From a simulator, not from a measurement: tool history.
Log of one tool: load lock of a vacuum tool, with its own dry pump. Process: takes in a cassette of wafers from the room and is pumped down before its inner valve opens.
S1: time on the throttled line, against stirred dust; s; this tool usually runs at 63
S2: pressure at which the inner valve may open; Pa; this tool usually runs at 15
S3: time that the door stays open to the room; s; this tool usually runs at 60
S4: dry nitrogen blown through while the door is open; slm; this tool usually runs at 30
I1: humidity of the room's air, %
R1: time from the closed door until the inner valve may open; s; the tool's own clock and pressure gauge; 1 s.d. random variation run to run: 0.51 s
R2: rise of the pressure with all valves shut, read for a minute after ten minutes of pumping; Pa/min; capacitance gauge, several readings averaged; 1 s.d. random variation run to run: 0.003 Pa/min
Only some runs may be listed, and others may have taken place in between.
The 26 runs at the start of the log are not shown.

run,day,S1,S2,S3,S4,I1,R1,R2
27,234.317,54,19,60,30,43.7,83.6,0.010
# day 235.662: dry pump taken out, an overhauled one fitted
28,243.842,54,19,60,30,46.6,83.7,0.021
29,253.592,54,19,60,30,46.0,83.1,0.016
30,263.317,54,19,60,30,42.7,83.5,0.013
31,275.692,45,20,48,21,46.1,76.2,0.016
# day 281.304: door's seal changed, seat wiped
32,288.450,45,20,48,21,46.3,75.6,0.018
33,296.583,36,20,48,21,45.5,67.5,0.018
34,303.771,36,20,48,21,46.1,67.6,0.019
35,313.625,57,21,92,30,43.6,85.9,0.015
36,319.804,72,21,55,27,41.2,99.9,0.018
37,327.900,72,21,55,27,44.6,99.9,0.014
38,336.450,72,21,55,27,43.7,99.3,0.013

3 options for the next run, each taken on its own from the tool as it stands now. Forecast them:
A,346.375,72,21,31,27,45.2,?,?
B,346.375,78,21,55,34,43.5,?,?
C,346.375,119,15,41,30,44.8,?,?

run,R1,R2
A,99.8,0.008
B,105.8,0.010
C,142.1,0.006
Without the tool's hidden state the same runs would have given:
run,R1,R2
A,99.8,0.008
B,105.8,0.010
C,142.1,0.006
